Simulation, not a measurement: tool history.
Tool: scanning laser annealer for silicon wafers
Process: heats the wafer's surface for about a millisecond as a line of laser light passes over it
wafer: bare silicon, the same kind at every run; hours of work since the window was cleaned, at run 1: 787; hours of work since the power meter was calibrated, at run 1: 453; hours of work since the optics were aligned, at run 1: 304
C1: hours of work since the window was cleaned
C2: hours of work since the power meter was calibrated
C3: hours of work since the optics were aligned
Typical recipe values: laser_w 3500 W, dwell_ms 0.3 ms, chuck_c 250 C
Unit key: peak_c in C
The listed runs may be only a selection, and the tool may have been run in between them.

{"run": 1, "day": 0.0, "laser_w": 3500, "dwell_ms": 0.3, "chuck_c": 250, "C1": 787, "C2": 453, "C3": 304, "peak_c": 934}
{"run": 2, "day": 0.462, "laser_w": 3500, "dwell_ms": 0.3, "chuck_c": 250, "C1": 796, "C2": 461, "C3": 313, "peak_c": 932}
{"run": 3, "day": 1.183, "laser_w": 3500, "dwell_ms": 0.3, "chuck_c": 250, "C1": 810, "C2": 475, "C3": 326, "peak_c": 929}
{"run": 4, "day": 1.933, "laser_w": 3500, "dwell_ms": 0.299, "chuck_c": 250, "C1": 824, "C2": 489, "C3": 341, "peak_c": 928}
{"day": 2.55, "done": "window over the wafer cleaned"}
{"run": 5, "day": 2.55, "laser_w": 3500, "dwell_ms": 0.299, "chuck_c": 250, "C1": 0, "C2": 500, "C3": 351, "peak_c": 957}
{"run": 6, "day": 3.029, "laser_w": 3500, "dwell_ms": 0.3, "chuck_c": 250, "C1": 9, "C2": 509, "C3": 360, "peak_c": 957}
{"run": 7, "day": 3.558, "laser_w": 3500, "dwell_ms": 0.3, "chuck_c": 250, "C1": 19, "C2": 519, "C3": 370, "peak_c": 958}
{"run": 8, "day": 4.546, "laser_w": 3500, "dwell_ms": 0.3, "chuck_c": 228, "C1": 38, "C2": 538, "C3": 389, "peak_c": 934}
{"run": 9, "day": 5.454, "laser_w": 3500, "dwell_ms": 0.3, "chuck_c": 228, "C1": 55, "C2": 555, "C3": 406, "peak_c": 933}
{"run": 10, "day": 5.979, "laser_w": 3500, "dwell_ms": 0.3, "chuck_c": 228, "C1": 65, "C2": 565, "C3": 416, "peak_c": 933}
{"run": 11, "day": 6.962, "laser_w": 3500, "dwell_ms": 0.3, "chuck_c": 228, "C1": 84, "C2": 584, "C3": 435, "peak_c": 934}
{"run": 12, "day": 7.9, "laser_w": 3500, "dwell_ms": 0.3, "chuck_c": 228, "C1": 102, "C2": 602, "C3": 453, "peak_c": 930}
{"run": 13, "day": 8.396, "laser_w": 3364, "dwell_ms": 0.288, "chuck_c": 250, "C1": 111, "C2": 611, "C3": 462, "peak_c": 906}
{"run": 14, "day": 9.008, "laser_w": 3364, "dwell_ms": 0.288, "chuck_c": 250, "C1": 123, "C2": 623, "C3": 474, "peak_c": 907}
{"run": 15, "day": 9.517, "laser_w": 3364, "dwell_ms": 0.288, "chuck_c": 250, "C1": 133, "C2": 632, "C3": 484, "peak_c": 906}
{"run": 16, "day": 10.025, "laser_w": 3364, "dwell_ms": 0.288, "chuck_c": 250, "C1": 142, "C2": 642, "C3": 493, "peak_c": 905}
{"run": 17, "day": 11.004, "laser_w": 3013, "dwell_ms": 0.3, "chuck_c": 210, "C1": 161, "C2": 661, "C3": 512, "peak_c": 788}
{"run": 18, "day": 12.033, "laser_w": 3013, "dwell_ms": 0.283, "chuck_c": 210, "C1": 181, "C2": 680, "C3": 532, "peak_c": 771}
{"run": 19, "day": 12.896, "laser_w": 3288, "dwell_ms": 0.3, "chuck_c": 276, "C1": 197, "C2": 697, "C3": 548, "peak_c": 921}

Run by run, hidden condition taken away, random variation retained:
What the log doesn't record here: light that passes the window, % of a clean one's; laser's true power over the reading, %; width of the line over the set one, %; drift of the gauge itself on peak_c, C.
run=1 peak_c=970
run=2 peak_c=968
run=3 peak_c=966
run=4 peak_c=966
run=5 peak_c=966
run=6 peak_c=966
run=7 peak_c=968
run=8 peak_c=945
run=9 peak_c=944
run=10 peak_c=945
run=11 peak_c=947
run=12 peak_c=943
run=13 peak_c=919
run=14 peak_c=921
run=15 peak_c=920
run=16 peak_c=919
run=17 peak_c=801
run=18 peak_c=784
run=19 peak_c=937
